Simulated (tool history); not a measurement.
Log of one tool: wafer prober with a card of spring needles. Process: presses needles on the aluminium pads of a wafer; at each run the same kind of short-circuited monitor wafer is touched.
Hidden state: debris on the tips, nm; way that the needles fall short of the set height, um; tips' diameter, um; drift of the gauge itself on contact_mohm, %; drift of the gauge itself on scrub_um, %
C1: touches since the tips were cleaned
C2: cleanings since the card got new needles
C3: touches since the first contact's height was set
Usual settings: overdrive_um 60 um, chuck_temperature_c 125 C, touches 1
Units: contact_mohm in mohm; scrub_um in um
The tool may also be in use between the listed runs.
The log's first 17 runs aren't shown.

At hour 142.6: height of the first contact set anew, once more.
Run 18, hour 144.1: usual settings but overdrive_um 47 um, touches 3; C1 4691; C2 9; C3 274. Result: contact_mohm 229 mohm, scrub_um 9.21 um.
At hour 151.2: tips cleaned on abrasive film.
Run 19, hour 155.0: usual settings but overdrive_um 46 um, chuck_temperature_c 31 C; C1 688; C2 10; C3 2204. Result: contact_mohm 208 mohm, scrub_um 9.04 um.
Run 20, hour 163.2: usual settings but overdrive_um 46 um, chuck_temperature_c 31 C, touches 3; C1 2155; C2 10; C3 3671. Result: contact_mohm 202 mohm, scrub_um 9.11 um.
Run 21, hour 174.6: usual settings but chuck_temperature_c 39 C, touches 2; C1 4194; C2 10; C3 5710. Result: contact_mohm 219 mohm, scrub_um 11.75 um.
Run 22, hour 181.1: usual settings but chuck_temperature_c 33 C, touches 2; C1 5352; C2 10; C3 6868. Result: contact_mohm 228 mohm, scrub_um 11.90 um.
At hour 185.0: tips cleaned on abrasive film.
Run 23, hour 191.6: usual settings but overdrive_um 75 um; C1 1179; C2 11; C3 8722. Result: contact_mohm 194 mohm, scrub_um 14.68 um.
Run 24, hour 198.1: usual settings but overdrive_um 42 um, chuck_temperature_c 59 C; C1 2345; C2 11; C3 9888. Result: contact_mohm 285 mohm, scrub_um 8.22 um.
Run 25, hour 206.2: usual settings but overdrive_um 50 um, touches 2; C1 3786; C2 11; C3 11329. Result: contact_mohm 244 mohm, scrub_um 9.91 um.
Run 26, hour 211.4: usual settings but chuck_temperature_c 44 C; C1 4719; C2 11; C3 12262. Result: contact_mohm 264 mohm, scrub_um 11.78 um.
At hour 218.2: tips cleaned on abrasive film.
Run 27, hour 219.9: usual settings but overdrive_um 42 um, chuck_temperature_c 73 C; C1 309; C2 12; C3 13772. Result: contact_mohm 200 mohm, scrub_um 8.24 um.
Run 28, hour 228.6: usual settings but chuck_temperature_c 124 C, touches 2; C1 1853; C2 12; C3 15316. Result: contact_mohm 201 mohm, scrub_um 11.80 um.
Run 29, hour 239.8: usual settings but chuck_temperature_c 124 C, touches 2; C1 3865; C2 12; C3 17328. Result: contact_mohm 227 mohm, scrub_um 11.81 um.
At hour 251.8: tips cleaned on abrasive film.
Run 30, hour 252.4: usual settings but overdrive_um 69 um, chuck_temperature_c 124 C, touches 2; C1 105; C2 13; C3 19558. Result: contact_mohm 181 mohm, scrub_um 13.56 um.
Run 31, hour 265.0: usual settings but overdrive_um 72 um, chuck_temperature_c 124 C; C1 2351; C2 13; C3 21804. Result: contact_mohm 220 mohm, scrub_um 14.07 um.
Run 32, hour 273.4: usual settings but overdrive_um 72 um, chuck_temperature_c 124 C; C1 3868; C2 13; C3 23321. Result: contact_mohm 237 mohm, scrub_um 14.14 um.
Run 33, hour 279.1: usual settings but overdrive_um 49 um, chuck_temperature_c 50 C, touches 3; C1 4881; C2 13; C3 24334. Result: contact_mohm 223 mohm, scrub_um 9.60 um.
At hour 285.3: tips cleaned on abrasive film.
Run 34, hour 288.6: usual settings but chuck_temperature_c 61 C, touches 3; C1 603; C2 14; C3 26019. Result: contact_mohm 175 mohm, scrub_um 11.74 um.

Forecast each of these 3 alternatives for the next run:
Run A, hour 300.8: usual settings but chuck_temperature_c 43 C, touches 2; C1 2786; C2 14; C3 28202. Result: contact_mohm ?, scrub_um ?.
Run B, hour 300.8: usual settings but overdrive_um 44 um, chuck_temperature_c 93 C; C1 2786; C2 14; C3 28202. Result: contact_mohm ?, scrub_um ?.
Run C, hour 300.8: usual settings but overdrive_um 46 um, chuck_temperature_c 31 C, touches 3; C1 2786; C2 14; C3 28202. Result: contact_mohm ?, scrub_um ?.

run  contact_mohm  scrub_um
  A           207     11.72
  B           300      8.59
  C           208      8.97
Without the tool's hidden state the same runs would have given:
run  contact_mohm  scrub_um
  A           157     11.81
  B           170      8.68
  C           160      9.06
